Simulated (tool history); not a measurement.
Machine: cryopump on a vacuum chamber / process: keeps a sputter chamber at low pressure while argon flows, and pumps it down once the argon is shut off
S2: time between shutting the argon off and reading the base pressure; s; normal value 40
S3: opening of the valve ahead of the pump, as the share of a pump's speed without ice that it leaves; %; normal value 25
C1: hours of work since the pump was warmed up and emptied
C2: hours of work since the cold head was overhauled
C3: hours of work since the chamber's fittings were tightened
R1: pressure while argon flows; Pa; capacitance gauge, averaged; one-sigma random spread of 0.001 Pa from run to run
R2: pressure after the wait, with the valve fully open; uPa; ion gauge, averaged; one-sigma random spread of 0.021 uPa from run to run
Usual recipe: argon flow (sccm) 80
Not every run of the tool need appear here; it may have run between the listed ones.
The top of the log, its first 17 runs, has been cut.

At hour 241.1: pump warmed up, emptied and cooled again.
Run 18, hour 244.4: usual settings; C1 3; C2 346; C3 277. Result: R1 0.2216 Pa, R2 0.63 uPa.
Run 19, hour 257.0: usual settings but argon flow (sccm) 114, S2 127 s, S3 31 %; C1 12; C2 356; C3 287. Result: R1 0.2545 Pa, R2 0.39 uPa.
Run 20, hour 267.6: usual settings but argon flow (sccm) 114, S2 127 s, S3 31 %; C1 20; C2 364; C3 295. Result: R1 0.2568 Pa, R2 0.41 uPa.
Run 21, hour 281.4: usual settings but argon flow (sccm) 114, S2 127 s, S3 31 %; C1 31; C2 375; C3 306. Result: R1 0.2603 Pa, R2 0.43 uPa.
Run 22, hour 299.0: usual settings but argon flow (sccm) 65, S2 31 s, S3 31 %; C1 45; C2 389; C3 319. Result: R1 0.1461 Pa, R2 0.73 uPa.
Run 23, hour 316.4: usual settings but argon flow (sccm) 65, S2 31 s, S3 31 %; C1 58; C2 402; C3 332. Result: R1 0.1475 Pa, R2 0.83 uPa.
Run 24, hour 326.7: usual settings but argon flow (sccm) 65, S2 224 s, S3 31 %; C1 66; C2 410; C3 340. Result: R1 0.1488 Pa, R2 0.38 uPa.
Run 25, hour 341.4: usual settings but S2 27 s; C1 77; C2 421; C3 352. Result: R1 0.2243 Pa, R2 0.85 uPa.
Run 26, hour 351.8: usual settings but argon flow (sccm) 45, S2 28 s, S3 20 %; C1 85; C2 429; C3 360. Result: R1 0.1589 Pa, R2 0.86 uPa.
Run 27, hour 360.5: usual settings but argon flow (sccm) 71, S2 49 s, S3 15 %; C1 92; C2 436; C3 366. Result: R1 0.3332 Pa, R2 0.61 uPa.
Run 28, hour 370.6: usual settings but argon flow (sccm) 43, S2 85 s, S3 32 %; C1 100; C2 444; C3 374. Result: R1 0.0965 Pa, R2 0.53 uPa.
Run 29, hour 383.8: usual settings but argon flow (sccm) 141, S2 27 s, S3 49 %; C1 110; C2 454; C3 384. Result: R1 0.2095 Pa, R2 0.91 uPa.
Run 30, hour 392.8: usual settings but argon flow (sccm) 42, S2 23 s; C1 117; C2 461; C3 391. Result: R1 0.1211 Pa, R2 0.99 uPa.
Run 31, hour 403.6: usual settings but S3 18 %; C1 125; C2 469; C3 400. Result: R1 0.3132 Pa, R2 0.75 uPa.
Run 32, hour 421.6: usual settings but S3 18 %; C1 139; C2 483; C3 413. Result: R1 0.3154 Pa, R2 0.76 uPa.
Run 33, hour 431.6: usual settings but argon flow (sccm) 42, S2 188 s, S3 57 %; C1 147; C2 491; C3 421. Result: R1 0.0567 Pa, R2 0.46 uPa.
Run 34, hour 450.4: usual settings but argon flow (sccm) 141, S2 59 s, S3 23 %; C1 161; C2 505; C3 436. Result: R1 0.4395 Pa, R2 0.67 uPa.
Run 35, hour 467.3: usual settings but argon flow (sccm) 115, S3 41 %; C1 174; C2 518; C3 449. Result: R1 0.2093 Pa, R2 0.78 uPa.

Alternative continuations, all from the tool just after run 35; predict every row:
Run A, hour 487.7: usual settings but argon flow (sccm) 115, S2 267 s, S3 57 %; C1 190; C2 534; C3 464. Result: R1 ?, R2 ?.
Run B, hour 487.7: usual settings but S2 48 s, S3 55 %; C1 190; C2 534; C3 464. Result: R1 ?, R2 ?.
Run C, hour 487.7: usual settings but argon flow (sccm) 115, S2 28 s, S3 43 %; C1 190; C2 534; C3 464. Result: R1 ?, R2 ?.

run      R1    R2
  A  0.1567  0.46
  B  0.1136  0.74
  C  0.2030  0.91
Stripped of hidden state, with their random variation kept, the same runs would have yielded:
run      R1    R2
  A  0.1392  0.16
  B  0.1014  0.42
  C  0.1855  0.61
